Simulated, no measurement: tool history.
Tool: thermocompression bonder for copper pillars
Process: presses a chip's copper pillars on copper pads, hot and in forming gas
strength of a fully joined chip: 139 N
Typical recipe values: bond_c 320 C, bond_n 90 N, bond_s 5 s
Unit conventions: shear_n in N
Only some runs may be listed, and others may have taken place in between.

| run | hour | bond_c | bond_n | bond_s | shear_n |
|---|---|---|---|---|---|
| 1 | 0 | 320 | 90 | 5 | 76.8 |
| 2 | 24.6 | 320 | 90 | 5 | 77.5 |
| 3 | 68.2 | 320 | 90 | 5 | 77.5 |
| 4 | 89.5 | 320 | 90 | 6 | 81.3 |
| 5 | 110.8 | 320 | 90 | 6 | 82.4 |
| 6 | 152.7 | 320 | 90 | 5 | 76.7 |
| 7 | 192.6 | 320 | 90 | 5 | 76.2 |
| 8 | 220.8 | 320 | 90 | 7 | 85 |
| 9 | 261.3 | 320 | 90 | 7 | 84.7 |
| 10 | 300.1 | 348 | 90 | 7 | 101.6 |
| 11 | 337.4 | 348 | 90 | 3 | 80.8 |
| 12 | 362.1 | 320 | 90 | 5 | 75.8 |
| 13 | 402.9 | 329 | 90 | 5 | 81.8 |
| 14 | 429.9 | 320 | 90 | 5 | 77.1 |
| 15 | 450.4 | 320 | 90 | 5 | 75.5 |
| 16 | 484 | 320 | 90 | 5 | 75.9 |
| 17 | 522.6 | 320 | 90 | 5 | 77.7 |
| 18 | 560.5 | 320 | 90 | 5 | 76.6 |
| 19 | 601.4 | 341 | 90 | 5 | 88.4 |
| 20 | 630.8 | 341 | 90 | 10 | 105.9 |
| 21 | 662.7 | 341 | 90 | 10 | 104.6 |
| 22 | 685.5 | 341 | 90 | 10 | 106.8 |
| 23 | 721.2 | 292 | 111 | 6 | 75.2 |
|  | 734.3 | forming gas filter changed |
| 24 | 741.4 | 292 | 111 | 6 | 76.3 |
| 25 | 759.8 | 292 | 80 | 9 | 68.8 |
| 26 | 790.6 | 292 | 80 | 9 | 69.8 |
| 27 | 816.9 | 320 | 90 | 13 | 103.3 |
| 28 | 836.3 | 298 | 71 | 13 | 76.2 |
| 29 | 877.6 | 345 | 65 | 3 | 63.9 |
| 30 | 906.6 | 298 | 126 | 5 | 81.2 |
| 31 | 946.6 | 327 | 132 | 11 | 118.8 |
| 32 | 966.1 | 333 | 126 | 14 | 123.9 |
| 33 | 993.2 | 333 | 126 | 14 | 124.1 |
| 34 | 1036.2 | 332 | 90 | 9 | 100.1 |
|  | 1074 | heater calibrated with a thermocouple chip |
| 35 | 1076.8 | 320 | 64 | 5 | 57.5 |
| 36 | 1112.4 | 336 | 90 | 4 | 77.3 |
| 37 | 1142.8 | 317 | 134 | 9 | 105.1 |
| 38 | 1166.7 | 298 | 75 | 14 | 75.9 |
| 39 | 1202.1 | 344 | 81 | 3 | 70.9 |

Branching from run 39: 4 alternative next runs. What would each branch give?
| A | 1238.9 | 306 | 83 | 3 | ? |
| B | 1238.9 | 344 | 81 | 6 | ? |
| C | 1238.9 | 347 | 134 | 7 | ? |
| D | 1238.9 | 328 | 88 | 9 | ? |

| run | shear_n |
|---|---|
| A | 50.4 |
| B | 86.2 |
| C | 115.5 |
| D | 92.4 |
Without the tool's hidden state the same runs would have given:
| run | shear_n |
|---|---|
| A | 53.4 |
| B | 90.2 |
| C | 119.2 |
| D | 96.5 |

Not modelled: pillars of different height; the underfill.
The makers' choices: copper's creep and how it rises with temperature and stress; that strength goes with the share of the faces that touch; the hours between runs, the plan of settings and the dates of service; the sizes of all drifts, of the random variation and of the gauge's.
